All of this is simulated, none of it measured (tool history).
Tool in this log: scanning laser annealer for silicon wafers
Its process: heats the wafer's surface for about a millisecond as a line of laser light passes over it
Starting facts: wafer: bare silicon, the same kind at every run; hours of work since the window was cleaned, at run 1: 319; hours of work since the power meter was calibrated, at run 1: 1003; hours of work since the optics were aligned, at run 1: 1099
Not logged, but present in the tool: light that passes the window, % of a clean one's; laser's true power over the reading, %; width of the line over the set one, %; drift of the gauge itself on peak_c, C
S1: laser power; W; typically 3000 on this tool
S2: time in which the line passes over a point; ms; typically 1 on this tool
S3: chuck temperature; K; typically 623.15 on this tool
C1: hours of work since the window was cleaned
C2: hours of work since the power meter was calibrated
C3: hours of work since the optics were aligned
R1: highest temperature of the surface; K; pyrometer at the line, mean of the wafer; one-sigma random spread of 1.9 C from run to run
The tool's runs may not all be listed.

{"run": 1, "day": 0.0, "S1": 3000, "S2": 1, "S3": 623.15, "C1": 319, "C2": 1003, "C3": 1099, "R1": 1373.15}
{"run": 2, "day": 1.883, "S1": 3000, "S2": 1, "S3": 623.15, "C1": 353, "C2": 1037, "C3": 1132, "R1": 1371.15}
{"run": 3, "day": 3.571, "S1": 3000, "S2": 1, "S3": 623.15, "C1": 384, "C2": 1067, "C3": 1163, "R1": 1369.15}
{"run": 4, "day": 4.696, "S1": 3000, "S2": 1, "S3": 623.15, "C1": 404, "C2": 1087, "C3": 1183, "R1": 1363.15}
{"run": 5, "day": 5.821, "S1": 3000, "S2": 1, "S3": 623.15, "C1": 424, "C2": 1107, "C3": 1203, "R1": 1364.15}
{"run": 6, "day": 7.171, "S1": 3000, "S2": 1, "S3": 623.15, "C1": 448, "C2": 1131, "C3": 1227, "R1": 1363.15}
{"run": 7, "day": 8.196, "S1": 3000, "S2": 1, "S3": 623.15, "C1": 467, "C2": 1150, "C3": 1246, "R1": 1362.15}
{"run": 8, "day": 9.792, "S1": 3000, "S2": 1, "S3": 623.15, "C1": 495, "C2": 1178, "C3": 1274, "R1": 1362.15}
{"run": 9, "day": 11.562, "S1": 3000, "S2": 1, "S3": 623.15, "C1": 527, "C2": 1210, "C3": 1306, "R1": 1358.15}
{"run": 10, "day": 12.825, "S1": 3000, "S2": 0.87, "S3": 623.15, "C1": 550, "C2": 1233, "C3": 1329, "R1": 1298.15}
{"run": 11, "day": 14.654, "S1": 3000, "S2": 0.87, "S3": 650.15, "C1": 582, "C2": 1266, "C3": 1362, "R1": 1324.15}
{"run": 12, "day": 16.521, "S1": 3000, "S2": 0.87, "S3": 650.15, "C1": 616, "C2": 1299, "C3": 1395, "R1": 1324.15}
{"run": 13, "day": 17.404, "S1": 3000, "S2": 1, "S3": 623.15, "C1": 632, "C2": 1315, "C3": 1411, "R1": 1351.15}
{"run": 14, "day": 19.192, "S1": 3000, "S2": 1, "S3": 623.15, "C1": 664, "C2": 1347, "C3": 1443, "R1": 1351.15}
{"day": 20.3, "done": "window over the wafer cleaned"}
{"run": 15, "day": 20.458, "S1": 3000, "S2": 1, "S3": 623.15, "C1": 3, "C2": 1368, "C3": 1464, "R1": 1379.15}
{"run": 16, "day": 22.292, "S1": 2706, "S2": 1, "S3": 623.15, "C1": 36, "C2": 1401, "C3": 1497, "R1": 1307.15}
{"run": 17, "day": 23.467, "S1": 2706, "S2": 1, "S3": 623.15, "C1": 57, "C2": 1422, "C3": 1518, "R1": 1301.15}
{"run": 18, "day": 25.221, "S1": 2706, "S2": 1, "S3": 623.15, "C1": 88, "C2": 1454, "C3": 1550, "R1": 1301.15}
{"run": 19, "day": 26.321, "S1": 2912, "S2": 1, "S3": 623.15, "C1": 108, "C2": 1474, "C3": 1569, "R1": 1354.15}
{"run": 20, "day": 27.467, "S1": 2777, "S2": 1, "S3": 623.15, "C1": 129, "C2": 1494, "C3": 1590, "R1": 1318.15}
{"run": 21, "day": 28.979, "S1": 2777, "S2": 1.17, "S3": 623.15, "C1": 156, "C2": 1521, "C3": 1617, "R1": 1388.15}
{"run": 22, "day": 30.362, "S1": 3000, "S2": 1.2, "S3": 589.15, "C1": 181, "C2": 1546, "C3": 1642, "R1": 1422.15}
{"run": 23, "day": 31.429, "S1": 3000, "S2": 1, "S3": 623.15, "C1": 200, "C2": 1565, "C3": 1661, "R1": 1374.15}
{"run": 24, "day": 32.275, "S1": 3000, "S2": 1, "S3": 623.15, "C1": 215, "C2": 1580, "C3": 1676, "R1": 1367.15}
{"run": 25, "day": 33.192, "S1": 2693, "S2": 0.83, "S3": 640.15, "C1": 231, "C2": 1597, "C3": 1693, "R1": 1239.15}
{"run": 26, "day": 34.046, "S1": 2693, "S2": 0.79, "S3": 640.15, "C1": 247, "C2": 1612, "C3": 1708, "R1": 1222.15}
{"run": 27, "day": 35.954, "S1": 3192, "S2": 1, "S3": 623.15, "C1": 281, "C2": 1646, "C3": 1742, "R1": 1415.15}
{"day": 36.558, "done": "optics aligned, line set to its width"}
{"run": 28, "day": 37.362, "S1": 3029, "S2": 1.14, "S3": 612.15, "C1": 302, "C2": 1668, "C3": 14, "R1": 1428.15}
{"run": 29, "day": 38.788, "S1": 3175, "S2": 0.93, "S3": 619.15, "C1": 328, "C2": 1694, "C3": 40, "R1": 1375.15}
{"run": 30, "day": 40.275, "S1": 3000, "S2": 1, "S3": 631.15, "C1": 355, "C2": 1720, "C3": 67, "R1": 1374.15}
{"run": 31, "day": 42.192, "S1": 2843, "S2": 0.71, "S3": 623.15, "C1": 389, "C2": 1755, "C3": 101, "R1": 1199.15}
{"run": 32, "day": 43.112, "S1": 2601, "S2": 1.19, "S3": 656.15, "C1": 406, "C2": 1771, "C3": 118, "R1": 1368.15}
{"run": 33, "day": 45.062, "S1": 3114, "S2": 0.96, "S3": 652.15, "C1": 441, "C2": 1806, "C3": 153, "R1": 1402.15}
{"run": 34, "day": 46.338, "S1": 3114, "S2": 0.96, "S3": 652.15, "C1": 463, "C2": 1829, "C3": 175, "R1": 1399.15}
{"run": 35, "day": 47.696, "S1": 3114, "S2": 0.96, "S3": 652.15, "C1": 488, "C2": 1853, "C3": 200, "R1": 1400.15}
{"run": 36, "day": 49.608, "S1": 3114, "S2": 0.96, "S3": 652.15, "C1": 522, "C2": 1888, "C3": 234, "R1": 1398.15}
{"run": 37, "day": 51.525, "S1": 2573, "S2": 0.87, "S3": 595.15, "C1": 557, "C2": 1922, "C3": 269, "R1": 1178.15}
{"run": 38, "day": 53.275, "S1": 2607, "S2": 1.06, "S3": 595.15, "C1": 588, "C2": 1953, "C3": 300, "R1": 1255.15}
{"run": 39, "day": 54.904, "S1": 2732, "S2": 0.8, "S3": 595.15, "C1": 617, "C2": 1983, "C3": 329, "R1": 1180.15}
{"run": 40, "day": 56.096, "S1": 3000, "S2": 0.82, "S3": 614.15, "C1": 639, "C2": 2004, "C3": 351, "R1": 1265.15}

3 options for the next run, each taken on its own from the tool as it stands now. Forecast them:
{"run": "A", "day": 57.538, "S1": 2952, "S2": 1.15, "S3": 601.15, "C1": 664, "C2": 2030, "C3": 376, "R1": "?"}
{"run": "B", "day": 57.538, "S1": 3000, "S2": 0.84, "S3": 623.15, "C1": 664, "C2": 2030, "C3": 376, "R1": "?"}
{"run": "C", "day": 57.538, "S1": 2600, "S2": 0.82, "S3": 614.15, "C1": 664, "C2": 2030, "C3": 376, "R1": "?"}

run=A R1=1382.15
run=B R1=1282.15
run=C R1=1177.15
With the hidden condition removed and each run's random variation left untouched, the same runs would have given:
run=A R1=1425.15
run=B R1=1318.15
run=C R1=1208.15

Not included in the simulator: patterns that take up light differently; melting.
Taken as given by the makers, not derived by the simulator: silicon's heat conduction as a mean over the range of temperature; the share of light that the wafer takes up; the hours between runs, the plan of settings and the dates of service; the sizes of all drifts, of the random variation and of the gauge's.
